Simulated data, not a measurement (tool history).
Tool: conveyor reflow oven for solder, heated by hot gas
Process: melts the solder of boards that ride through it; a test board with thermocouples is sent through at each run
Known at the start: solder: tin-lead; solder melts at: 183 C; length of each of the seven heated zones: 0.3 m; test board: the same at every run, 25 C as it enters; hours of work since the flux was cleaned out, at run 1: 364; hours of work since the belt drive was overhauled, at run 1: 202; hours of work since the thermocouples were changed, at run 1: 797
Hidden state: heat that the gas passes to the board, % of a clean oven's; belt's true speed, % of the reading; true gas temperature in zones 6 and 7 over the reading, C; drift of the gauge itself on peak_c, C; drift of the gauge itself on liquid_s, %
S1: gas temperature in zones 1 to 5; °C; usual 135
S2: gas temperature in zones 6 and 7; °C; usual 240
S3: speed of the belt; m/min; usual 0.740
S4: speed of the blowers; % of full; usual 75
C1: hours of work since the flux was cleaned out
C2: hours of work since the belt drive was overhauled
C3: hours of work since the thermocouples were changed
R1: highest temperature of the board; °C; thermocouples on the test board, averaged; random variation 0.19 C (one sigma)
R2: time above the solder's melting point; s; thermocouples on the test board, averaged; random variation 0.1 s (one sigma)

Run 1, hour 0.0: usual settings; C1 364; C2 202; C3 797. Result: R1 223.8 °C, R2 38.7 s.
Run 2, hour 25.9: usual settings; C1 380; C2 218; C3 813. Result: R1 223.5 °C, R2 38.6 s.
Run 3, hour 45.9: usual settings; C1 392; C2 230; C3 825. Result: R1 223.7 °C, R2 38.7 s.
Run 4, hour 79.9: usual settings but S1 132 °C; C1 413; C2 251; C3 846. Result: R1 222.8 °C, R2 37.7 s.
At hour 116.9: flux residue cleaned out of gas plates and filters.
Run 5, hour 128.1: usual settings but S1 132 °C; C1 7; C2 277; C3 872. Result: R1 222.4 °C, R2 37.4 s.
Run 6, hour 166.5: usual settings but S1 132 °C; C1 30; C2 301; C3 896. Result: R1 222.2 °C, R2 37.4 s.
Run 7, hour 195.7: usual settings but S1 141 °C; C1 48; C2 318; C3 914. Result: R1 223.7 °C, R2 40.3 s.
At hour 215.9: thermocouples of zones 6 and 7 changed.
Run 8, hour 222.5: usual settings but S1 130 °C; C1 63; C2 334; C3 4. Result: R1 219.5 °C, R2 35.7 s.
Run 9, hour 257.8: usual settings but S1 130 °C; C1 85; C2 355; C3 26. Result: R1 219.7 °C, R2 35.9 s.
At hour 289.0: flux residue cleaned out of gas plates and filters, once more.
Run 10, hour 300.3: usual settings but S1 146 °C; C1 7; C2 378; C3 49. Result: R1 225.4 °C, R2 42.3 s.
Run 11, hour 322.9: usual settings but S3 0.826 m/min; C1 21; C2 392; C3 62. Result: R1 219.5 °C, R2 33.3 s.
Run 12, hour 363.1: usual settings but S3 0.826 m/min; C1 45; C2 417; C3 87. Result: R1 219.8 °C, R2 33.0 s.
Run 13, hour 383.5: usual settings; C1 58; C2 429; C3 99. Result: R1 224.0 °C, R2 39.0 s.
Run 14, hour 404.7: usual settings but S3 0.886 m/min; C1 71; C2 442; C3 112. Result: R1 216.9 °C, R2 29.4 s.
Run 15, hour 446.4: usual settings but S3 0.886 m/min; C1 96; C2 467; C3 138. Result: R1 217.2 °C, R2 29.4 s.
Run 16, hour 473.6: usual settings but S1 132 °C, S3 0.759 m/min; C1 113; C2 484; C3 154. Result: R1 222.4 °C, R2 36.8 s.
Run 17, hour 514.7: usual settings but S1 140 °C, S3 0.759 m/min; C1 138; C2 509; C3 180. Result: R1 223.4 °C, R2 39.2 s.
Run 18, hour 544.2: usual settings but S2 237 °C, S3 0.832 m/min, S4 50 % of full; C1 156; C2 527; C3 198. Result: R1 207.1 °C, R2 24.9 s.
Run 19, hour 570.5: usual settings but S1 142 °C, S3 0.810 m/min, S4 54 % of full; C1 172; C2 543; C3 214. Result: R1 214.2 °C, R2 31.9 s.
Run 20, hour 589.3: usual settings but S3 0.682 m/min, S4 74 % of full; C1 183; C2 555; C3 225. Result: R1 225.9 °C, R2 43.7 s.
Run 21, hour 631.8: usual settings but S1 140 °C; C1 209; C2 581; C3 251. Result: R1 224.1 °C, R2 40.6 s.
Run 22, hour 652.3: usual settings but S1 140 °C; C1 222; C2 593; C3 264. Result: R1 223.8 °C, R2 40.5 s.
Run 23, hour 677.6: usual settings but S1 129 °C, S3 0.871 m/min, S4 55 % of full; C1 237; C2 609; C3 279. Result: R1 207.7 °C, R2 23.4 s.
Run 24, hour 713.4: usual settings but S1 121 °C, S2 248 °C, S3 0.600 m/min; C1 259; C2 630; C3 301. Result: R1 235.3 °C, R2 51.2 s.
Run 25, hour 736.3: usual settings but S1 123 °C, S2 234 °C, S3 0.834 m/min, S4 70 % of full; C1 273; C2 644; C3 315. Result: R1 209.7 °C, R2 25.2 s.
Run 26, hour 776.6: usual settings but S2 254 °C, S4 90 % of full; C1 298; C2 669; C3 340. Result: R1 239.4 °C, R2 44.8 s.
Run 27, hour 803.6: usual settings but S1 124 °C, S2 255 °C, S4 65 % of full; C1 314; C2 686; C3 356. Result: R1 231.0 °C, R2 39.9 s.
Run 28, hour 837.1: usual settings but S1 124 °C, S2 255 °C, S4 65 % of full; C1 335; C2 706; C3 376. Result: R1 230.8 °C, R2 40.1 s.
Run 29, hour 865.6: usual settings but S1 136 °C, S2 255 °C, S4 65 % of full; C1 352; C2 723; C3 394. Result: R1 233.3 °C, R2 43.2 s.
At hour 896.6: belt drive overhauled, speed set with a stopwatch.
Run 30, hour 906.8: usual settings but S1 126 °C, S2 236 °C, S3 0.885 m/min, S4 66 % of full; C1 375; C2 6; C3 417. Result: R1 207.0 °C, R2 22.1 s.

How the hidden state differs across the entries between the runs, from the last listed run before each to the first after it:
Between runs 4 and 5: flux residue cleaned out of gas plates and filters (hour 116.9)
  heat that the gas passes to the board, % of a clean oven's: 91.8 -> 89.6; belt's true speed, % of the reading: 99.66 -> 99.6; true gas temperature in zones 6 and 7 over the reading, C: 2.21 -> 2.28
  measured less the result without the state, R1: -0.3 -> -0.9 °C; R2: -0.2 -> -0.5 s
Between runs 7 and 8: thermocouples of zones 6 and 7 changed (hour 215.9)
  heat that the gas passes to the board, % of a clean oven's: 88.9 -> 88.7; belt's true speed, % of the reading: 99.5 -> 99.47; true gas temperature in zones 6 and 7 over the reading, C: 2.39 -> -0.13
  measured less the result without the state, R1: -0.7 -> -3.3 °C; R2: -0.3 -> -1.6 s
Between runs 9 and 10: flux residue cleaned out of gas plates and filters, once more (hour 289.0)
  heat that the gas passes to the board, % of a clean oven's: 88.3 -> 99.8; belt's true speed, % of the reading: 99.42 -> 99.37; true gas temperature in zones 6 and 7 over the reading, C: -0.07 -> -0.01
  measured less the result without the state, R1: -3.3 -> +0.1 °C; R2: -1.6 -> +0.3 s
Between runs 29 and 30: belt drive overhauled, speed set with a stopwatch (hour 896.6)
  heat that the gas passes to the board, % of a clean oven's: 93.2 -> 92.8; belt's true speed, % of the reading: 98.6 -> 99.98; true gas temperature in zones 6 and 7 over the reading, C: 0.94 -> 1
  measured less the result without the state, R1: -0.5 -> -1.5 °C; R2: +0.4 -> -1.1 s
